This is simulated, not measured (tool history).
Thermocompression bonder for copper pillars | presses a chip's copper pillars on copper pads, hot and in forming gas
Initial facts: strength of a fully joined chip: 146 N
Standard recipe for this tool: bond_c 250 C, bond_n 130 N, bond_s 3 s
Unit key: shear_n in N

run	hour	bond_c	bond_n	bond_s	shear_n
1	0	250	130	3	93
2	8.6	275	130	3	115.1
3	16.8	275	130	3	113.6
4	25.4	275	130	3	114.5
5	43.1	250	130	3	90.9
6	53.5	250	130	3	92.2
7	65	250	130	3	90.8
8	73	250	130	3	91
9	83.6	250	130	3	90.6
10	92.7	250	130	3	91
11	104.7	250	130	3	90
12	117.4	250	130	3	91.5
13	128.4	250	115	6	99.3
14	141.6	276	113	3	105.4
15	149.9	276	113	3	105.6
16	161.8	249	153	4	107.7
17	170	249	153	4	104.6
18	185.7	257	79	6	81.8
19	197.5	257	85	8	94.2
20	212.5	257	85	8	93
21	229.4	257	85	8	94.6
22	241.9	260	130	2	88

Consider 3 possible next runs. They are alternatives, not a sequence: every one starts from the tool as it was left by run 22. What does each give?
A	250.4	249	187	4	?
B	250.4	258	130	9	?
C	250.4	250	131	3	?

run	shear_n
A	115.5
B	122.1
C	89.5
The same runs, with their run-to-run variation unchanged, on a tool lacking any hidden condition would have given:
run	shear_n
A	127.9
B	133.9
C	102.8

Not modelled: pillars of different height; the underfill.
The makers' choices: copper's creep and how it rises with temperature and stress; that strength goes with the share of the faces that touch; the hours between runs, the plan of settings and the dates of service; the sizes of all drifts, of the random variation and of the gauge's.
